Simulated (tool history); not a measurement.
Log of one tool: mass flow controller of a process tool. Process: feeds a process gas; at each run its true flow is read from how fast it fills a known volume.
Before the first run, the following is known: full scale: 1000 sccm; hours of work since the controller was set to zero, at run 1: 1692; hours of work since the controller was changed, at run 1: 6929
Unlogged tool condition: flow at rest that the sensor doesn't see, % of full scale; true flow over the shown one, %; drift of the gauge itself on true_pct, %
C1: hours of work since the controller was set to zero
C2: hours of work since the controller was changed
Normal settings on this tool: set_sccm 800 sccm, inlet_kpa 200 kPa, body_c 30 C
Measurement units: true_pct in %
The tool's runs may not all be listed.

{"run": 1, "day": 0.0, "set_sccm": 800, "inlet_kpa": 200, "body_c": 30, "C1": 1692, "C2": 6929, "true_pct": 103.01}
{"run": 2, "day": 8.667, "set_sccm": 604, "inlet_kpa": 200, "body_c": 30, "C1": 1837, "C2": 7074, "true_pct": 102.83}
{"run": 3, "day": 17.183, "set_sccm": 311, "inlet_kpa": 200, "body_c": 30, "C1": 1978, "C2": 7215, "true_pct": 102.61}
{"run": 4, "day": 26.346, "set_sccm": 800, "inlet_kpa": 200, "body_c": 30, "C1": 2131, "C2": 7368, "true_pct": 103.31}
{"run": 5, "day": 39.258, "set_sccm": 155, "inlet_kpa": 200, "body_c": 30, "C1": 2345, "C2": 7582, "true_pct": 104.21}
{"run": 6, "day": 50.417, "set_sccm": 800, "inlet_kpa": 200, "body_c": 30, "C1": 2531, "C2": 7768, "true_pct": 103.72}
{"run": 7, "day": 61.45, "set_sccm": 800, "inlet_kpa": 200, "body_c": 30, "C1": 2714, "C2": 7952, "true_pct": 103.76}
{"run": 8, "day": 69.079, "set_sccm": 800, "inlet_kpa": 200, "body_c": 30, "C1": 2841, "C2": 8078, "true_pct": 103.96}
{"run": 9, "day": 77.704, "set_sccm": 800, "inlet_kpa": 187, "body_c": 30, "C1": 2985, "C2": 8222, "true_pct": 104.12}
{"run": 10, "day": 90.188, "set_sccm": 800, "inlet_kpa": 200, "body_c": 32, "C1": 3192, "C2": 8430, "true_pct": 104.36}
{"run": 11, "day": 102.662, "set_sccm": 800, "inlet_kpa": 200, "body_c": 32, "C1": 3400, "C2": 8637, "true_pct": 104.46}
{"day": 106.258, "done": "controller exchanged for a calibrated one"}
{"run": 12, "day": 115.829, "set_sccm": 800, "inlet_kpa": 200, "body_c": 32, "C1": 159, "C2": 159, "true_pct": 100.24}
{"run": 13, "day": 124.425, "set_sccm": 800, "inlet_kpa": 242, "body_c": 30, "C1": 302, "C2": 302, "true_pct": 99.88}
{"run": 14, "day": 136.025, "set_sccm": 800, "inlet_kpa": 242, "body_c": 30, "C1": 495, "C2": 495, "true_pct": 99.88}
{"run": 15, "day": 146.033, "set_sccm": 800, "inlet_kpa": 242, "body_c": 30, "C1": 662, "C2": 662, "true_pct": 100.04}
{"run": 16, "day": 157.271, "set_sccm": 800, "inlet_kpa": 242, "body_c": 30, "C1": 848, "C2": 848, "true_pct": 100.32}
{"run": 17, "day": 167.354, "set_sccm": 249, "inlet_kpa": 146, "body_c": 21, "C1": 1016, "C2": 1016, "true_pct": 99.26}
{"run": 18, "day": 180.575, "set_sccm": 249, "inlet_kpa": 146, "body_c": 21, "C1": 1236, "C2": 1236, "true_pct": 99.48}
{"run": 19, "day": 192.983, "set_sccm": 249, "inlet_kpa": 146, "body_c": 21, "C1": 1442, "C2": 1442, "true_pct": 99.68}
{"run": 20, "day": 205.262, "set_sccm": 249, "inlet_kpa": 202, "body_c": 32, "C1": 1647, "C2": 1647, "true_pct": 100.68}
{"run": 21, "day": 215.775, "set_sccm": 249, "inlet_kpa": 202, "body_c": 32, "C1": 1821, "C2": 1821, "true_pct": 100.78}
{"run": 22, "day": 227.454, "set_sccm": 120, "inlet_kpa": 222, "body_c": 30, "C1": 2016, "C2": 2016, "true_pct": 102.58}
{"run": 23, "day": 238.508, "set_sccm": 394, "inlet_kpa": 272, "body_c": 22, "C1": 2200, "C2": 2200, "true_pct": 99.51}
{"run": 24, "day": 248.633, "set_sccm": 133, "inlet_kpa": 203, "body_c": 30, "C1": 2368, "C2": 2368, "true_pct": 103.03}
{"run": 25, "day": 257.408, "set_sccm": 133, "inlet_kpa": 203, "body_c": 30, "C1": 2514, "C2": 2514, "true_pct": 103.46}

What if the next run were any one of these 5? Each begins from the tool's condition after run 25:
{"run": "A", "day": 265.096, "set_sccm": 166, "inlet_kpa": 179, "body_c": 25, "C1": 2642, "C2": 2642, "true_pct": "?"}
{"run": "B", "day": 265.096, "set_sccm": 228, "inlet_kpa": 203, "body_c": 29, "C1": 2642, "C2": 2642, "true_pct": "?"}
{"run": "C", "day": 265.096, "set_sccm": 673, "inlet_kpa": 179, "body_c": 22, "C1": 2642, "C2": 2642, "true_pct": "?"}
{"run": "D", "day": 265.096, "set_sccm": 800, "inlet_kpa": 200, "body_c": 36, "C1": 2642, "C2": 2642, "true_pct": "?"}
{"run": "E", "day": 265.096, "set_sccm": 133, "inlet_kpa": 180, "body_c": 33, "C1": 2642, "C2": 2642, "true_pct": "?"}

run=A true_pct=102.54
run=B true_pct=101.86
run=C true_pct=100.95
run=D true_pct=102.39
run=E true_pct=104.08
What these runs would have given with no unlogged condition in the tool:
run=A true_pct=97.38
run=B true_pct=97.78
run=C true_pct=98.76
run=D true_pct=100.35
run=E true_pct=97.96

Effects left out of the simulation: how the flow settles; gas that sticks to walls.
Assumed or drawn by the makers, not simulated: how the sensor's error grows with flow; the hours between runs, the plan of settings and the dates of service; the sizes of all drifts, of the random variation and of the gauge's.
